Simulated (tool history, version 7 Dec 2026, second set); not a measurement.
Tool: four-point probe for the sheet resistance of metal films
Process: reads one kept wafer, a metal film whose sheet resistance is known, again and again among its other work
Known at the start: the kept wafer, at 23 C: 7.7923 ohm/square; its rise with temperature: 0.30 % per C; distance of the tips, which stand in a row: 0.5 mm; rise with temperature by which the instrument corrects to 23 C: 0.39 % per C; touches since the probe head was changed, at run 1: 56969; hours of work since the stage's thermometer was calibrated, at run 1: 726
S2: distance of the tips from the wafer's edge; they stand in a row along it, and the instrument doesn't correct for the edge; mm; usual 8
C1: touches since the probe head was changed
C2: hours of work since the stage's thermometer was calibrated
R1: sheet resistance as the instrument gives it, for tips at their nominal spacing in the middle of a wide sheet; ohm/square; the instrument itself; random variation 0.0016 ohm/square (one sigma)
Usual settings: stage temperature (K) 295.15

run 1 hour=0.0 | stage_temperature_(K)=295.15 S2=8 | C1=56969 C2=726 | R1=7.842404
run 2 hour=25.3 | stage_temperature_(K)=295.15 S2=10 | C1=58075 C2=741 | R1=7.837142
run 3 hour=65.6 | stage_temperature_(K)=295.15 S2=10 | C1=59835 C2=763 | R1=7.839895
run 4 hour=96.7 | stage_temperature_(K)=295.15 S2=10 | C1=61195 C2=780 | R1=7.836769
run 5 hour=136.0 | stage_temperature_(K)=295.15 S2=10 | C1=62914 C2=802 | R1=7.843139
run 6 hour=167.6 | stage_temperature_(K)=293.15 S2=8 | C1=64295 C2=820 | R1=7.862754
run 7 hour=203.0 | stage_temperature_(K)=295.15 S2=5 | C1=65840 C2=840 | R1=7.872682
run 8 hour=230.9 | stage_temperature_(K)=295.15 S2=5 | C1=67060 C2=855 | R1=7.875190
run 9 hour=276.4 | stage_temperature_(K)=295.15 S2=5 | C1=69048 C2=880 | R1=7.875343
run 10 hour=318.1 | stage_temperature_(K)=307.15 S2=45 | C1=70872 C2=904 | R1=7.744728
run 11 hour=341.9 | stage_temperature_(K)=298.15 S2=45 | C1=71912 C2=917 | R1=7.812402
run 12 hour=376.0 | stage_temperature_(K)=301.15 S2=48 | C1=73401 C2=936 | R1=7.791333
run 13 hour=430.5 | stage_temperature_(K)=295.15 S2=16 | C1=75781 C2=966 | R1=7.844617
run 14 hour=479.7 | stage_temperature_(K)=295.15 S2=16 | C1=77934 C2=994 | R1=7.845579
run 15 hour=503.1 | stage_temperature_(K)=297.15 S2=7 | C1=78954 C2=1007 | R1=7.846528
run 16 hour=529.8 | stage_temperature_(K)=297.15 S2=7 | C1=80125 C2=1022 | R1=7.847844
run 17 hour=571.2 | stage_temperature_(K)=297.15 S2=7 | C1=81933 C2=1045 | R1=7.846264

Forecast each of these 3 alternatives for the next run:
run A hour=617.2 | stage_temperature_(K)=306.15 S2=7 | C1=83941 C2=1070 | R1=?
run B hour=617.2 | stage_temperature_(K)=295.15 S2=53 | C1=83941 C2=1070 | R1=?
run C hour=617.2 | stage_temperature_(K)=294.15 S2=25 | C1=83941 C2=1070 | R1=?

run=A R1=7.782508
run=B R1=7.841588
run=C R1=7.852416
Without the tool's hidden state the same runs would have given:
run=A R1=7.739762
run=B R1=7.798314
run=C R1=7.809064
